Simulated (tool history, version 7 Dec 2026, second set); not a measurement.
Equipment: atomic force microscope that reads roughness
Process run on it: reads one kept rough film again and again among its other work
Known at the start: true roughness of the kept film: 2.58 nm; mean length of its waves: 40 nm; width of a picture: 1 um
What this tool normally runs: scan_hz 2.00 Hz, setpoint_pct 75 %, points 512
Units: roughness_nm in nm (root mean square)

{"run": 1, "hour": 0.0, "scan_hz": 2.0, "setpoint_pct": 75, "points": 512, "roughness_nm": 2.342}
{"run": 2, "hour": 10.3, "scan_hz": 2.0, "setpoint_pct": 75, "points": 512, "roughness_nm": 2.355}
{"run": 3, "hour": 27.9, "scan_hz": 2.0, "setpoint_pct": 75, "points": 512, "roughness_nm": 2.335}
{"hour": 32.6, "done": "new tip fitted"}
{"run": 4, "hour": 44.8, "scan_hz": 0.9, "setpoint_pct": 75, "points": 512, "roughness_nm": 2.428}
{"run": 5, "hour": 53.4, "scan_hz": 0.9, "setpoint_pct": 75, "points": 375, "roughness_nm": 2.415}
{"run": 6, "hour": 63.9, "scan_hz": 1.69, "setpoint_pct": 75, "points": 512, "roughness_nm": 2.391}
{"run": 7, "hour": 75.7, "scan_hz": 2.0, "setpoint_pct": 75, "points": 653, "roughness_nm": 2.374}
{"run": 8, "hour": 83.3, "scan_hz": 2.0, "setpoint_pct": 75, "points": 784, "roughness_nm": 2.365}
{"run": 9, "hour": 94.7, "scan_hz": 2.0, "setpoint_pct": 75, "points": 784, "roughness_nm": 2.378}
{"run": 10, "hour": 110.2, "scan_hz": 2.0, "setpoint_pct": 75, "points": 784, "roughness_nm": 2.347}
{"run": 11, "hour": 123.7, "scan_hz": 2.0, "setpoint_pct": 75, "points": 784, "roughness_nm": 2.35}
{"run": 12, "hour": 134.5, "scan_hz": 2.0, "setpoint_pct": 75, "points": 399, "roughness_nm": 2.339}
{"run": 13, "hour": 147.5, "scan_hz": 2.0, "setpoint_pct": 75, "points": 640, "roughness_nm": 2.344}
{"run": 14, "hour": 155.8, "scan_hz": 2.0, "setpoint_pct": 75, "points": 512, "roughness_nm": 2.349}
{"run": 15, "hour": 170.3, "scan_hz": 2.0, "setpoint_pct": 75, "points": 512, "roughness_nm": 2.336}
{"run": 16, "hour": 187.5, "scan_hz": 2.0, "setpoint_pct": 75, "points": 512, "roughness_nm": 2.338}
{"run": 17, "hour": 195.3, "scan_hz": 2.0, "setpoint_pct": 75, "points": 512, "roughness_nm": 2.325}
{"hour": 207.6, "done": "new tip fitted"}
{"run": 18, "hour": 209.2, "scan_hz": 2.0, "setpoint_pct": 75, "points": 512, "roughness_nm": 2.336}
{"run": 19, "hour": 223.1, "scan_hz": 2.0, "setpoint_pct": 75, "points": 512, "roughness_nm": 2.359}
{"run": 20, "hour": 231.5, "scan_hz": 2.0, "setpoint_pct": 87, "points": 512, "roughness_nm": 2.255}
{"run": 21, "hour": 247.5, "scan_hz": 2.0, "setpoint_pct": 87, "points": 512, "roughness_nm": 2.25}
{"run": 22, "hour": 258.4, "scan_hz": 2.0, "setpoint_pct": 87, "points": 512, "roughness_nm": 2.258}
{"run": 23, "hour": 270.5, "scan_hz": 2.0, "setpoint_pct": 87, "points": 512, "roughness_nm": 2.246}
{"run": 24, "hour": 281.3, "scan_hz": 2.0, "setpoint_pct": 87, "points": 512, "roughness_nm": 2.233}
{"run": 25, "hour": 293.7, "scan_hz": 2.0, "setpoint_pct": 55, "points": 512, "roughness_nm": 2.434}
{"run": 26, "hour": 306.5, "scan_hz": 2.0, "setpoint_pct": 75, "points": 512, "roughness_nm": 2.342}
{"run": 27, "hour": 315.7, "scan_hz": 2.0, "setpoint_pct": 75, "points": 512, "roughness_nm": 2.364}
{"run": 28, "hour": 331.2, "scan_hz": 0.56, "setpoint_pct": 79, "points": 881, "roughness_nm": 2.438}
{"run": 29, "hour": 348.3, "scan_hz": 1.99, "setpoint_pct": 58, "points": 256, "roughness_nm": 2.433}
{"run": 30, "hour": 357.0, "scan_hz": 1.99, "setpoint_pct": 58, "points": 256, "roughness_nm": 2.428}
{"run": 31, "hour": 367.5, "scan_hz": 1.99, "setpoint_pct": 58, "points": 256, "roughness_nm": 2.428}
{"run": 32, "hour": 381.3, "scan_hz": 2.17, "setpoint_pct": 88, "points": 586, "roughness_nm": 2.211}
{"hour": 384.0, "done": "new tip fitted"}
{"run": 33, "hour": 394.9, "scan_hz": 2.18, "setpoint_pct": 67, "points": 296, "roughness_nm": 2.391}
{"run": 34, "hour": 404.9, "scan_hz": 1.2, "setpoint_pct": 75, "points": 512, "roughness_nm": 2.42}
{"run": 35, "hour": 419.3, "scan_hz": 1.2, "setpoint_pct": 75, "points": 512, "roughness_nm": 2.388}
{"run": 36, "hour": 434.2, "scan_hz": 1.2, "setpoint_pct": 75, "points": 512, "roughness_nm": 2.418}
{"run": 37, "hour": 450.7, "scan_hz": 1.2, "setpoint_pct": 75, "points": 512, "roughness_nm": 2.402}
{"run": 38, "hour": 459.1, "scan_hz": 2.75, "setpoint_pct": 81, "points": 442, "roughness_nm": 2.24}
{"run": 39, "hour": 472.1, "scan_hz": 2.75, "setpoint_pct": 81, "points": 442, "roughness_nm": 2.246}
{"run": 40, "hour": 482.6, "scan_hz": 0.95, "setpoint_pct": 64, "points": 720, "roughness_nm": 2.451}

Run 41 comes next. What will it give?
{"run": 41, "hour": 493.4, "scan_hz": 0.95, "setpoint_pct": 64, "points": 720, "roughness_nm": "?"}

Run 41 measured roughness_nm 2.464 nm (root mean square).
Minus the tool's unlogged condition, the same run would have read roughness_nm 2.469 nm (root mean square).
